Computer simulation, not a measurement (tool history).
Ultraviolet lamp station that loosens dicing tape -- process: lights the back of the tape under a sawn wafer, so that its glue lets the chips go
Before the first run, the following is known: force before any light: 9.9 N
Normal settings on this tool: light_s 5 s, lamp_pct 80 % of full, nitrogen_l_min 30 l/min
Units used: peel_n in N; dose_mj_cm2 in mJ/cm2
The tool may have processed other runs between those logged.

run 1 hour=0.0 | light_s=5 lamp_pct=80 nitrogen_l_min=30 | peel_n=0.594 dose_mj_cm2=346
run 2 hour=11.3 | light_s=5 lamp_pct=80 nitrogen_l_min=30 | peel_n=0.588 dose_mj_cm2=341
run 3 hour=21.5 | light_s=5 lamp_pct=80 nitrogen_l_min=30 | peel_n=0.602 dose_mj_cm2=344
run 4 hour=30.8 | light_s=5 lamp_pct=80 nitrogen_l_min=30 | peel_n=0.567 dose_mj_cm2=342
run 5 hour=40.4 | light_s=5 lamp_pct=80 nitrogen_l_min=53 | peel_n=0.480 dose_mj_cm2=341
run 6 hour=46.6 | light_s=5 lamp_pct=91 nitrogen_l_min=53 | peel_n=0.369 dose_mj_cm2=389
run 7 hour=52.7 | light_s=5 lamp_pct=80 nitrogen_l_min=30 | peel_n=0.578 dose_mj_cm2=343
run 8 hour=59.3 | light_s=5 lamp_pct=80 nitrogen_l_min=30 | peel_n=0.598 dose_mj_cm2=346
run 9 hour=70.6 | light_s=5 lamp_pct=80 nitrogen_l_min=30 | peel_n=0.564 dose_mj_cm2=343
run 10 hour=80.1 | light_s=5 lamp_pct=80 nitrogen_l_min=30 | peel_n=0.586 dose_mj_cm2=347
run 11 hour=91.6 | light_s=4 lamp_pct=80 nitrogen_l_min=30 | peel_n=0.948 dose_mj_cm2=276
run 12 hour=97.9 | light_s=4 lamp_pct=80 nitrogen_l_min=30 | peel_n=0.949 dose_mj_cm2=279
run 13 hour=109.8 | light_s=2 lamp_pct=80 nitrogen_l_min=30 | peel_n=2.916 dose_mj_cm2=139
run 14 hour=121.6 | light_s=2 lamp_pct=80 nitrogen_l_min=30 | peel_n=2.926 dose_mj_cm2=137
run 15 hour=128.8 | light_s=5 lamp_pct=66 nitrogen_l_min=30 | peel_n=0.901 dose_mj_cm2=285
run 16 hour=136.2 | light_s=5 lamp_pct=66 nitrogen_l_min=30 | peel_n=0.893 dose_mj_cm2=284
run 17 hour=141.7 | light_s=5 lamp_pct=66 nitrogen_l_min=30 | peel_n=0.885 dose_mj_cm2=285
run 18 hour=148.2 | light_s=5 lamp_pct=66 nitrogen_l_min=30 | peel_n=0.895 dose_mj_cm2=285
run 19 hour=158.9 | light_s=5 lamp_pct=66 nitrogen_l_min=30 | peel_n=0.884 dose_mj_cm2=287
run 20 hour=165.1 | light_s=4 lamp_pct=81 nitrogen_l_min=30 | peel_n=0.898 dose_mj_cm2=279
run 21 hour=178.1 | light_s=6 lamp_pct=91 nitrogen_l_min=11 | peel_n=0.498 dose_mj_cm2=473
run 22 hour=186.5 | light_s=8 lamp_pct=89 nitrogen_l_min=13 | peel_n=0.277 dose_mj_cm2=615
run 23 hour=198.9 | light_s=8 lamp_pct=89 nitrogen_l_min=10 | peel_n=0.314 dose_mj_cm2=610
run 24 hour=208.0 | light_s=8 lamp_pct=77 nitrogen_l_min=20 | peel_n=0.283 dose_mj_cm2=530
run 25 hour=215.2 | light_s=8 lamp_pct=77 nitrogen_l_min=20 | peel_n=0.303 dose_mj_cm2=531
-- hour=220.4 window cleaned of glue's vapour
run 26 hour=223.8 | light_s=8 lamp_pct=77 nitrogen_l_min=20 | peel_n=0.299 dose_mj_cm2=522
run 27 hour=232.0 | light_s=5 lamp_pct=86 nitrogen_l_min=19 | peel_n=0.620 dose_mj_cm2=369
run 28 hour=241.5 | light_s=8 lamp_pct=80 nitrogen_l_min=25 | peel_n=0.268 dose_mj_cm2=549
run 29 hour=254.4 | light_s=8 lamp_pct=80 nitrogen_l_min=25 | peel_n=0.265 dose_mj_cm2=548
run 30 hour=267.4 | light_s=8 lamp_pct=80 nitrogen_l_min=25 | peel_n=0.275 dose_mj_cm2=550
run 31 hour=278.8 | light_s=8 lamp_pct=77 nitrogen_l_min=21 | peel_n=0.300 dose_mj_cm2=531
run 32 hour=286.2 | light_s=8 lamp_pct=77 nitrogen_l_min=21 | peel_n=0.295 dose_mj_cm2=536
run 33 hour=296.0 | light_s=5 lamp_pct=76 nitrogen_l_min=11 | peel_n=1.066 dose_mj_cm2=323
run 34 hour=301.5 | light_s=6 lamp_pct=98 nitrogen_l_min=36 | peel_n=0.267 dose_mj_cm2=501
run 35 hour=312.4 | light_s=9 lamp_pct=64 nitrogen_l_min=14 | peel_n=0.382 dose_mj_cm2=498
run 36 hour=321.1 | light_s=9 lamp_pct=75 nitrogen_l_min=32 | peel_n=0.227 dose_mj_cm2=575
run 37 hour=328.1 | light_s=5 lamp_pct=67 nitrogen_l_min=57 | peel_n=0.700 dose_mj_cm2=288

Forecast each of these 3 alternatives for the next run:
run A hour=337.0 | light_s=5 lamp_pct=80 nitrogen_l_min=13 | peel_n=? dose_mj_cm2=?
run B hour=337.0 | light_s=3 lamp_pct=86 nitrogen_l_min=50 | peel_n=? dose_mj_cm2=?
run C hour=337.0 | light_s=4 lamp_pct=68 nitrogen_l_min=9 | peel_n=? dose_mj_cm2=?

run=A peel_n=0.874 dose_mj_cm2=348
run=B peel_n=1.230 dose_mj_cm2=222
run=C peel_n=2.052 dose_mj_cm2=233
What these runs would have given with no unlogged condition in the tool:
run=A peel_n=0.872 dose_mj_cm2=349
run=B peel_n=1.227 dose_mj_cm2=223
run=C peel_n=2.048 dose_mj_cm2=233

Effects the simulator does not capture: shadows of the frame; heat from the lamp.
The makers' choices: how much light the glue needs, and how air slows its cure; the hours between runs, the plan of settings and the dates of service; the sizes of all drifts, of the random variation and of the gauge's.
